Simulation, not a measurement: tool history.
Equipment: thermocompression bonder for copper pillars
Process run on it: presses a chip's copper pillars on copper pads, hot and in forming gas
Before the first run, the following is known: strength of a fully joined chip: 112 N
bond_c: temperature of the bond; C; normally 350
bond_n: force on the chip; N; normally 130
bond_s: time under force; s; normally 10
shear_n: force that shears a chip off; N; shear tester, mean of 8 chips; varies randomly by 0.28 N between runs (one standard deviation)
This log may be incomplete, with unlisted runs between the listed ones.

run	hour	bond_c	bond_n	bond_s	shear_n
1	0	350	130	10	70.6
# hour 5.9: forming gas filter changed
2	35.9	350	130	10	70.7
3	74.6	350	130	10	70.3
4	105.8	350	130	10	70.2
5	142.1	371	130	10	83.4
6	176.8	323	130	10	52.7
7	201.1	323	130	27	73.1
8	230.1	350	130	17	81.9
9	258.6	325	130	10	54.1
10	276.5	328	130	8	52.2
11	294.5	328	130	8	52.3
12	321	328	130	8	51.9
13	354.8	379	135	9	88.2
14	381.2	379	135	9	87.6
15	405.5	320	87	9	33.1

Predict each of these 5 candidate next runs independently; none follows another, all start after run 15:
A	429.2	350	130	7	?
B	429.2	350	124	27	?
C	429.2	376	191	20	?
D	429.2	350	181	17	?
E	429.2	361	80	10	?

run	shear_n
A	63.4
B	88
C	108.5
D	96.2
E	53.3
The same runs, with their run-to-run variation unchanged, on a tool lacking any hidden condition would have given:
run	shear_n
A	62.8
B	87.2
C	107.6
D	95.3
E	52.8
